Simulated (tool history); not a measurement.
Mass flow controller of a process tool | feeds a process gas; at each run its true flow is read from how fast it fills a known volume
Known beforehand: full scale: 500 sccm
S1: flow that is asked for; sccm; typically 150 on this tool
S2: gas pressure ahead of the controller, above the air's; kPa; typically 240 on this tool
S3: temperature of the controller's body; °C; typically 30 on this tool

Run 1, hour 0: usual settings. Result: true flow (%) 97.85.
Run 2, hour 340.1: usual settings. Result: true flow (%) 98.05.
Run 3, hour 645.5: usual settings but S1 142 sccm. Result: true flow (%) 98.21.
Run 4, hour 832.7: usual settings but S1 142 sccm. Result: true flow (%) 98.21.
Run 5, hour 1167.6: usual settings but S1 142 sccm. Result: true flow (%) 98.29.
Run 6, hour 1384.5: usual settings but S3 32 °C. Result: true flow (%) 98.16.
Run 7, hour 1696.2: usual settings but S3 32 °C. Result: true flow (%) 98.34.
Run 8, hour 2041: usual settings but S3 32 °C. Result: true flow (%) 98.64.
Run 9, hour 2280.2: usual settings but S1 65 sccm, S3 32 °C. Result: true flow (%) 98.8.
Run 10, hour 2580.3: usual settings but S2 143 kPa. Result: true flow (%) 98.47.
Run 11, hour 2787.6: usual settings but S2 143 kPa. Result: true flow (%) 98.36.
Run 12, hour 3040.2: usual settings but S2 150 kPa. Result: true flow (%) 98.67.
Run 13, hour 3255.1: usual settings but S2 150 kPa. Result: true flow (%) 98.61.
Run 14, hour 3457.1: usual settings but S2 150 kPa. Result: true flow (%) 98.74.
Run 15, hour 3729.1: usual settings but S1 88 sccm. Result: true flow (%) 99.59.
Run 16, hour 3990.1: usual settings but S1 88 sccm. Result: true flow (%) 99.67.
Run 17, hour 4141.4: usual settings but S1 406 sccm, S2 152 kPa. Result: true flow (%) 100.1.
Run 18, hour 4435.1: usual settings but S1 138 sccm, S2 179 kPa, S3 25 °C. Result: true flow (%) 99.84.
Run 19, hour 4686.5: usual settings but S1 244 sccm, S2 278 kPa, S3 39 °C. Result: true flow (%) 99.39.
Run 20, hour 4973.5: usual settings but S1 244 sccm, S2 278 kPa, S3 39 °C. Result: true flow (%) 99.5.
Run 21, hour 5307.4: usual settings but S2 172 kPa, S3 34 °C. Result: true flow (%) 99.22.

Estimate the outcome of run 22 from the log above:
Run 22, hour 5606: usual settings but S2 169 kPa, S3 34 °C. Result: true flow (%) ?.

true flow (%): 99.23
Take away the tool's hidden state, keep the run-to-run variation as it was, and the same run would have given true flow (%) 96.67.

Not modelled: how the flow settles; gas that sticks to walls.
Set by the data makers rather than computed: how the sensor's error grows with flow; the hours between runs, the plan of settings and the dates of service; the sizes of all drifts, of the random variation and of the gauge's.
